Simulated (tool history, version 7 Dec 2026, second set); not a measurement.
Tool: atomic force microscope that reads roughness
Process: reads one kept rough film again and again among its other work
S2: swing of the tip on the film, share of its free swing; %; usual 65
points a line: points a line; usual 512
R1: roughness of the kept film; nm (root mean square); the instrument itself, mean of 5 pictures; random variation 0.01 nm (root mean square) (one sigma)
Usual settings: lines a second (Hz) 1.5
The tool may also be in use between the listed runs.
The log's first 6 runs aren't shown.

run 7 hour=54.8 | lines_a_second_(Hz)=1.5 S2=61 points_a_line=512 | R1=2.307
run 8 hour=69.7 | lines_a_second_(Hz)=1.5 S2=65 points_a_line=305 | R1=2.286
run 9 hour=79.5 | lines_a_second_(Hz)=1.5 S2=65 points_a_line=305 | R1=2.271
run 10 hour=87.5 | lines_a_second_(Hz)=1.5 S2=77 points_a_line=512 | R1=2.194
run 11 hour=97.6 | lines_a_second_(Hz)=1.5 S2=77 points_a_line=571 | R1=2.188
run 12 hour=109.8 | lines_a_second_(Hz)=1.5 S2=65 points_a_line=431 | R1=2.255
run 13 hour=123.7 | lines_a_second_(Hz)=1.5 S2=88 points_a_line=512 | R1=2.055
run 14 hour=137.1 | lines_a_second_(Hz)=1.5 S2=65 points_a_line=512 | R1=2.256
-- hour=139.6 new tip fitted
run 15 hour=145.5 | lines_a_second_(Hz)=3.18 S2=65 points_a_line=512 | R1=2.231
run 16 hour=157.3 | lines_a_second_(Hz)=1.5 S2=65 points_a_line=512 | R1=2.302
run 17 hour=165.8 | lines_a_second_(Hz)=1.5 S2=61 points_a_line=512 | R1=2.339
run 18 hour=172.3 | lines_a_second_(Hz)=1.5 S2=61 points_a_line=512 | R1=2.329
run 19 hour=179.3 | lines_a_second_(Hz)=1.5 S2=61 points_a_line=301 | R1=2.309
run 20 hour=187.9 | lines_a_second_(Hz)=1.58 S2=65 points_a_line=512 | R1=2.29
run 21 hour=200.7 | lines_a_second_(Hz)=1.58 S2=65 points_a_line=512 | R1=2.286
run 22 hour=211.4 | lines_a_second_(Hz)=1.5 S2=65 points_a_line=512 | R1=2.3
run 23 hour=226.4 | lines_a_second_(Hz)=1.5 S2=65 points_a_line=512 | R1=2.266
run 24 hour=237.6 | lines_a_second_(Hz)=1.5 S2=65 points_a_line=512 | R1=2.276
run 25 hour=245.7 | lines_a_second_(Hz)=1.5 S2=58 points_a_line=512 | R1=2.318
run 26 hour=257.6 | lines_a_second_(Hz)=1.5 S2=58 points_a_line=512 | R1=2.299
run 27 hour=269.1 | lines_a_second_(Hz)=1.5 S2=58 points_a_line=512 | R1=2.284

Run 28 comes next. What will it give?
run 28 hour=277.7 | lines_a_second_(Hz)=1.5 S2=58 points_a_line=512 | R1=?

Run 28 gave R1 2.312 nm (root mean square).
Without the tool's hidden state the same run would have given R1 2.373 nm (root mean square).

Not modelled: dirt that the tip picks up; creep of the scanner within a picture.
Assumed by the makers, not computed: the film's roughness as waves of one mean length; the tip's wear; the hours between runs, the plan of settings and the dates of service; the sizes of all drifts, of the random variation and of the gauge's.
